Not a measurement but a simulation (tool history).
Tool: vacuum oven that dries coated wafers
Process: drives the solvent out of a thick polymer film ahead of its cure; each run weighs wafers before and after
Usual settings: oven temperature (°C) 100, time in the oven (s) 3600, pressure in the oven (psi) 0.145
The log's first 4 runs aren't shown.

run,hour,oven temperature (°C),time in the oven (s),pressure in the oven (psi),hours of work since the thermocouples were calibrated,hours of work since the vacuum gauge was cleaned of residue,solvent left in the film (%)
5,270.8,96,3600,0.422,212,536,2.57
6,343.2,96,3600,0.083,265,588,1.88
7,405.1,100,3600,0.145,310,633,1.15
8,448.7,100,2160,0.145,342,665,2.67
9,495.1,100,3300,0.145,376,699,1.31
10,584.5,100,3300,0.145,441,764,1.31
11,624.7,100,3600,0.145,470,793,1.16
12,683.1,100,3600,0.145,512,836,1.07
13,733.1,100,3600,0.109,549,872,0.95
14,780.3,100,3600,0.109,583,906,0.95
15,821.5,100,3600,0.109,613,936,1.03
16,916.6,100,3600,0.164,682,1005,1.15
17,975.4,100,3600,0.164,725,1048,1.11
18,1040.6,100,3600,0.164,773,1096,1.16
19,1126.9,100,3600,0.164,835,1158,1.08
20,1169.7,100,3600,0.164,866,1190,1.06
# hour 1212.6: vacuum gauge cleaned of residue and calibrated
21,1217.1,105,2100,0.367,900,3,1.73
22,1291.3,100,3900,0.564,954,57,1.62
23,1364.0,107,3420,0.299,1007,110,0.69
24,1426.9,104,3600,0.336,1053,156,0.85
25,1480.0,86,3600,0.145,1091,195,4.90

Forecast run 26:
26,1570.0,100,4440,0.441,1157,260,?

{"run 26": {"solvent left in the film (%)": 1.18}}
Without the tool's hidden state the same run would have given solvent left in the film (%) 1.39.
